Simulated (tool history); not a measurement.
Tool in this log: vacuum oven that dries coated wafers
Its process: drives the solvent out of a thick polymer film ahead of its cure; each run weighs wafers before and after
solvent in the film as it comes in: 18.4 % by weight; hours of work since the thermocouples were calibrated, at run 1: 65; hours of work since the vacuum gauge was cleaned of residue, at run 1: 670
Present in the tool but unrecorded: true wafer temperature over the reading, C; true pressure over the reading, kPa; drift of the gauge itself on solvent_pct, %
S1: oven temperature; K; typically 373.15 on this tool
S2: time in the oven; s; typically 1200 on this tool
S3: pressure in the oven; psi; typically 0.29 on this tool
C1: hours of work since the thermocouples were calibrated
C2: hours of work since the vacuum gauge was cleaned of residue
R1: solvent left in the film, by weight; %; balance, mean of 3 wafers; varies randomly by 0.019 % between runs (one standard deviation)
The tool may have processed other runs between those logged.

{"run": 1, "hour": 0.0, "S1": 373.15, "S2": 1200, "S3": 0.29, "C1": 65, "C2": 670, "R1": 2.19}
{"run": 2, "hour": 29.2, "S1": 373.15, "S2": 960, "S3": 0.29, "C1": 79, "C2": 684, "R1": 2.86}
{"run": 3, "hour": 52.2, "S1": 373.15, "S2": 960, "S3": 0.29, "C1": 91, "C2": 696, "R1": 2.91}
{"run": 4, "hour": 66.2, "S1": 386.15, "S2": 1200, "S3": 0.29, "C1": 97, "C2": 702, "R1": 0.76}
{"run": 5, "hour": 90.4, "S1": 386.15, "S2": 1200, "S3": 0.29, "C1": 109, "C2": 714, "R1": 0.77}
{"run": 6, "hour": 114.7, "S1": 386.15, "S2": 1200, "S3": 0.29, "C1": 121, "C2": 726, "R1": 0.74}
{"run": 7, "hour": 130.4, "S1": 386.15, "S2": 1200, "S3": 0.29, "C1": 129, "C2": 734, "R1": 0.77}
{"run": 8, "hour": 163.0, "S1": 373.15, "S2": 1200, "S3": 0.29, "C1": 145, "C2": 750, "R1": 2.17}
{"run": 9, "hour": 177.9, "S1": 373.15, "S2": 1200, "S3": 0.29, "C1": 152, "C2": 757, "R1": 2.14}
{"run": 10, "hour": 193.8, "S1": 373.15, "S2": 1200, "S3": 0.29, "C1": 160, "C2": 765, "R1": 2.16}
{"hour": 198.0, "done": "oven's thermocouples calibrated"}
{"run": 11, "hour": 224.8, "S1": 373.15, "S2": 960, "S3": 0.3, "C1": 13, "C2": 779, "R1": 2.82}
{"run": 12, "hour": 245.6, "S1": 377.15, "S2": 1080, "S3": 0.218, "C1": 23, "C2": 789, "R1": 1.39}
{"run": 13, "hour": 267.2, "S1": 378.15, "S2": 1320, "S3": 0.29, "C1": 34, "C2": 800, "R1": 1.18}
{"hour": 270.9, "done": "oven's thermocouples calibrated, once more"}
{"run": 14, "hour": 302.7, "S1": 384.15, "S2": 1320, "S3": 0.194, "C1": 16, "C2": 816, "R1": 0.6}
{"run": 15, "hour": 323.6, "S1": 368.15, "S2": 960, "S3": 0.29, "C1": 26, "C2": 826, "R1": 4.48}
{"run": 16, "hour": 345.5, "S1": 368.15, "S2": 960, "S3": 0.29, "C1": 36, "C2": 837, "R1": 4.4}
{"run": 17, "hour": 360.0, "S1": 381.15, "S2": 960, "S3": 0.29, "C1": 43, "C2": 844, "R1": 1.25}

Describe how what the log doesn't record of the tool's condition differs between the last listed run preceding each entry between runs and the first listed run following it.
From run 10 to run 11: oven's thermocouples calibrated (hour 198)
  true wafer temperature over the reading, C: 0.25 -> 0.37; true pressure over the reading, kPa: 0.132 -> 0.134
  measured value less the no-hidden-state value, R1: +0.01 -> -0.04 %
From run 13 to run 14: oven's thermocouples calibrated, once more (hour 270.9)
  true wafer temperature over the reading, C: 0.41 -> 0.23; true pressure over the reading, kPa: 0.137 -> 0.14
  measured value less the no-hidden-state value, R1: +0.02 -> +0.04 %
